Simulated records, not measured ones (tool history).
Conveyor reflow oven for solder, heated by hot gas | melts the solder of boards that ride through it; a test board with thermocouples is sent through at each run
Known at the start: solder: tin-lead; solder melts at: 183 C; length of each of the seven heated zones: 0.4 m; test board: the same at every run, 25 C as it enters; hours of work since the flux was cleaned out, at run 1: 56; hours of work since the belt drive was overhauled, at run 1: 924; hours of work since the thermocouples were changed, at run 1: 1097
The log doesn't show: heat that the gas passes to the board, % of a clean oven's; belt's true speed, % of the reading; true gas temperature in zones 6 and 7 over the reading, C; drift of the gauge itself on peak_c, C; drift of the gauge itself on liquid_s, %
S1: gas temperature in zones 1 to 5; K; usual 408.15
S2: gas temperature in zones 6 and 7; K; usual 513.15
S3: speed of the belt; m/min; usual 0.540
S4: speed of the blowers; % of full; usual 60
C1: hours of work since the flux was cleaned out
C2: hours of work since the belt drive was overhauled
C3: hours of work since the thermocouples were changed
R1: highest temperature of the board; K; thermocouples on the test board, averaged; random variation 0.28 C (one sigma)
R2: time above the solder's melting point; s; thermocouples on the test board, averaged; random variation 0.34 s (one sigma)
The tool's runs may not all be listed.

run    hour      S1      S2     S3  S4   C1    C2    C3      R1    R2
  1     0.0  408.15  513.15  0.540  60   56   924  1097  501.55  75.9
  2    55.5  408.15  513.15  0.540  60   98   966  1139  501.35  75.2
       89.5  -- thermocouples of zones 6 and 7 changed
  3   130.5  408.15  525.15  0.540  60  154  1021    31  509.25  79.8
      153.3  -- flux residue cleaned out of gas plates and filters
  4   219.6  408.15  525.15  0.595  60   50  1085    95  507.45  72.3
  5   286.6  408.15  513.15  0.540  60  101  1136   146  499.25  74.4
  6   339.8  402.15  513.15  0.540  60  142  1177   186  498.55  71.3
      375.2  -- flux residue cleaned out of gas plates and filters
  7   411.1  402.15  513.15  0.540  60   27  1227   237  499.35  72.6
  8   458.4  408.15  513.15  0.540  60   63  1263   273  499.85  74.4
  9   515.0  408.15  513.15  0.540  60  106  1306   316  500.25  74.4
      549.3  -- belt drive overhauled, speed set with a stopwatch
 10   572.0  408.15  513.15  0.540  60  146    17   356  498.65  72.5
      600.9  -- flux residue cleaned out of gas plates and filters
 11   635.1  405.15  513.15  0.540  60   26    61   400  499.25  72.6
 12   678.1  405.15  513.15  0.540  60   59    94   433  499.55  72.1
 13   735.7  405.15  513.15  0.540  60  102   138   476  499.25  71.9
 14   795.7  405.15  523.15  0.540  55  148   183   522  507.45  77.3
      825.7  -- flux residue cleaned out of gas plates and filters
 15   872.9  405.15  503.15  0.605  60   36   238   577  487.35  55.3
 16   915.4  405.15  503.15  0.605  60   68   270   609  486.65  55.1
 17   969.0  408.15  522.15  0.518  89  109   311   650  513.55  85.6
     1047.7  -- flux residue cleaned out of gas plates and filters
 18  1052.8  408.15  522.15  0.518  89    4   371   710  514.55  86.1
 19  1097.2  418.15  513.15  0.540  60   38   405   743  501.35  79.8
 20  1181.4  418.15  513.15  0.540  60  102   469   807  501.85  79.0
 21  1241.4  419.15  511.15  0.565  63  147   514   853  499.25  74.5
     1272.0  -- flux residue cleaned out of gas plates and filters
 22  1310.5  404.15  511.15  0.571  64   29   563   901  497.45  67.1
 23  1375.1  404.15  511.15  0.571  64   78   612   951  497.25  67.6

Forecast each of these 5 alternatives for the next run:
  A  1429.4  408.15  504.15  0.567  75  120  653  992   ?   ?
  B  1429.4  403.15  513.15  0.496  60  120  653  992   ?   ?
  C  1429.4  408.15  518.15  0.620  68  120  653  992   ?   ?
  D  1429.4  404.15  511.15  0.443  66  120  653  992   ?   ?
  E  1429.4  417.15  513.15  0.540  86  120  653  992   ?   ?

run      R1    R2
  A  494.15  66.1
  B  502.65  81.4
  C  502.45  65.6
  D  504.25  94.0
  E  505.65  81.3
Without the tool's hidden state the same runs would have given:
run      R1    R2
  A  492.75  64.6
  B  501.05  79.6
  C  501.25  64.3
  D  502.55  92.1
  E  504.15  79.8
